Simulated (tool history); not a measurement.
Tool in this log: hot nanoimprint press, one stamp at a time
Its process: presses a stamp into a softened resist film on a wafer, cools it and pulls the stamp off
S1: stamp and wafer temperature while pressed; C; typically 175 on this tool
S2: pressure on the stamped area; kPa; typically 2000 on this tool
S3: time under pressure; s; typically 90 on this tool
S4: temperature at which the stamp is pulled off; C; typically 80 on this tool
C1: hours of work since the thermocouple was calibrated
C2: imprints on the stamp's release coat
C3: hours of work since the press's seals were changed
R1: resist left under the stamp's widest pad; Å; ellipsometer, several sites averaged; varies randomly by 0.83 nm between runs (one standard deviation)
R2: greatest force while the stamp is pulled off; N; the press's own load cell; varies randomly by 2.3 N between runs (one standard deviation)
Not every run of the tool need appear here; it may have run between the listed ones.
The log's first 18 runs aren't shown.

run,hour,S1,S2,S3,S4,C1,C2,C3,R1,R2
19,437.3,175,2690,88,80,348,1179,802,969,117
20,457,175,2690,88,69,362,1249,816,964,133
21,491.7,175,2690,88,69,387,1373,841,972,134
# hour 516.3: stamp cleaned and given a new release coat
# hour 525.5: plate thermocouple calibrated
22,530.7,175,2790,69,81,4,41,862,1052,107
23,550.2,175,2790,69,81,18,110,876,1036,113
24,577.9,175,2000,90,87,38,209,896,1117,100
25,601.7,185,2190,173,65,55,294,913,460,136
26,625.8,167,2090,90,83,72,380,930,1651,109
27,643.7,167,2090,90,83,85,444,943,1647,111
28,663.2,167,2090,90,83,99,513,957,1639,107
29,684.8,177,2000,90,82,114,590,973,992,112
30,706.6,175,2000,55,81,130,668,988,1342,108

Here are 4 independent what-if runs from the current tool condition. What would each one return?
A,723.2,175,1220,55,81,142,727,1000,?,?
B,723.2,175,2000,55,74,142,727,1000,?,?
C,723.2,175,2900,55,77,142,727,1000,?,?
D,723.2,166,2000,90,80,142,727,1000,?,?

run,R1,R2
A,1672,110
B,1335,123
C,1139,122
D,1761,113
Had the tool no hidden state, the same runs would have come out as:
run,R1,R2
A,1671,110
B,1333,122
C,1138,121
D,1759,113

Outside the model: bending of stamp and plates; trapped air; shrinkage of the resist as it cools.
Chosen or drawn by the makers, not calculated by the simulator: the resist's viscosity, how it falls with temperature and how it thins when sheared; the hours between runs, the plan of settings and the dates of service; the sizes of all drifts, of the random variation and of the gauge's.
